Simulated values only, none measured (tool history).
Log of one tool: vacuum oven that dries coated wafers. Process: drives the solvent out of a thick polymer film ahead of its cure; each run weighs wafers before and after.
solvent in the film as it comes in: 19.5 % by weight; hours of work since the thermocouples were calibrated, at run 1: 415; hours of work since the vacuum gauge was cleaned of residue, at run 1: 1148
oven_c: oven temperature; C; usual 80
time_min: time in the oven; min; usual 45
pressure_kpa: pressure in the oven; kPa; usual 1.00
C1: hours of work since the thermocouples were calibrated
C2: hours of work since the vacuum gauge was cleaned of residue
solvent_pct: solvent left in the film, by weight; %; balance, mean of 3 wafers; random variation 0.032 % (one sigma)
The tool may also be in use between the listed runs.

{"run": 1, "day": 0.0, "oven_c": 80, "time_min": 45, "pressure_kpa": 1.0, "C1": 415, "C2": 1148, "solvent_pct": 2.02}
{"run": 2, "day": 1.558, "oven_c": 80, "time_min": 45, "pressure_kpa": 0.56, "C1": 439, "C2": 1171, "solvent_pct": 1.6}
{"run": 3, "day": 3.95, "oven_c": 80, "time_min": 45, "pressure_kpa": 1.0, "C1": 476, "C2": 1208, "solvent_pct": 2.01}
{"run": 4, "day": 5.5, "oven_c": 80, "time_min": 45, "pressure_kpa": 1.0, "C1": 500, "C2": 1232, "solvent_pct": 2.05}
{"run": 5, "day": 7.896, "oven_c": 80, "time_min": 45, "pressure_kpa": 1.0, "C1": 537, "C2": 1269, "solvent_pct": 2.02}
{"day": 8.2, "done": "vacuum gauge cleaned of residue and calibrated"}
{"run": 6, "day": 9.8, "oven_c": 80, "time_min": 45, "pressure_kpa": 1.0, "C1": 565, "C2": 25, "solvent_pct": 1.58}
{"run": 7, "day": 11.45, "oven_c": 80, "time_min": 45, "pressure_kpa": 1.0, "C1": 590, "C2": 50, "solvent_pct": 1.57}
{"run": 8, "day": 13.158, "oven_c": 92, "time_min": 49, "pressure_kpa": 1.0, "C1": 616, "C2": 76, "solvent_pct": 0.72}
{"run": 9, "day": 15.446, "oven_c": 75, "time_min": 49, "pressure_kpa": 1.54, "C1": 651, "C2": 111, "solvent_pct": 2.72}
{"run": 10, "day": 16.542, "oven_c": 75, "time_min": 49, "pressure_kpa": 1.54, "C1": 668, "C2": 128, "solvent_pct": 2.72}
{"run": 11, "day": 18.612, "oven_c": 75, "time_min": 49, "pressure_kpa": 1.54, "C1": 700, "C2": 160, "solvent_pct": 2.66}
{"run": 12, "day": 19.975, "oven_c": 75, "time_min": 34, "pressure_kpa": 1.54, "C1": 721, "C2": 181, "solvent_pct": 3.92}
{"run": 13, "day": 22.446, "oven_c": 75, "time_min": 34, "pressure_kpa": 1.54, "C1": 759, "C2": 219, "solvent_pct": 3.89}
{"run": 14, "day": 23.517, "oven_c": 86, "time_min": 23, "pressure_kpa": 1.54, "C1": 775, "C2": 235, "solvent_pct": 3.17}

Forecast each of these 4 alternatives for the next run:
{"run": "A", "day": 25.579, "oven_c": 84, "time_min": 45, "pressure_kpa": 0.81, "C1": 807, "C2": 267, "solvent_pct": "?"}
{"run": "B", "day": 25.579, "oven_c": 67, "time_min": 78, "pressure_kpa": 3.41, "C1": 807, "C2": 267, "solvent_pct": "?"}
{"run": "C", "day": 25.579, "oven_c": 76, "time_min": 23, "pressure_kpa": 0.62, "C1": 807, "C2": 267, "solvent_pct": "?"}
{"run": "D", "day": 25.579, "oven_c": 87, "time_min": 36, "pressure_kpa": 0.66, "C1": 807, "C2": 267, "solvent_pct": "?"}

run=A solvent_pct=1.06
run=B solvent_pct=6.13
run=C solvent_pct=4.62
run=D solvent_pct=1.08
Without the tool's hidden state the same runs would have given:
run=A solvent_pct=1.07
run=B solvent_pct=6.26
run=C solvent_pct=4.75
run=D solvent_pct=1.10
